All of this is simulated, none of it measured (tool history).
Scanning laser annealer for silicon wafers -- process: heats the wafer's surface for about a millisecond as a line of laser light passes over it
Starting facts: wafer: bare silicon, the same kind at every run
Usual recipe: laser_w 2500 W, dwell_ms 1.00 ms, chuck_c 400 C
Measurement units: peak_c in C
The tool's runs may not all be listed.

run,hour,laser_w,dwell_ms,chuck_c,peak_c
1,0.0,2500,1.00,400,1208
2,67.8,2500,1.00,400,1209
3,126.5,2500,1.00,400,1210
4,168.1,2500,1.00,400,1209
5,232.5,2581,1.00,400,1239
6,303.5,2500,1.00,400,1208
7,348.1,2500,1.00,400,1210
8,413.8,2285,1.00,400,1130
9,497.2,2406,0.71,375,1033
10,546.3,2406,1.09,375,1180
11,617.0,2406,1.09,375,1181
12,671.6,2252,0.84,366,1027
13,743.2,2527,1.00,423,1240
# hour 777.5: optics aligned, line set to its width
# hour 788.7: window over the wafer cleaned
14,796.7,2527,1.00,364,1186
15,860.1,2500,0.84,400,1147

Consider 5 possible next runs. They are alternatives, not a sequence: every one starts from the tool as it was left by run 15. What does each give?
A,929.1,2320,1.00,400,?
B,929.1,2351,0.84,400,?
C,929.1,2369,1.12,366,?
D,929.1,2329,0.84,393,?
E,929.1,2438,0.79,436,?

run,peak_c
A,1146
B,1095
C,1170
D,1079
E,1138
With no hidden state in the tool, these same runs would have given:
run,peak_c
A,1147
B,1095
C,1170
D,1079
E,1138
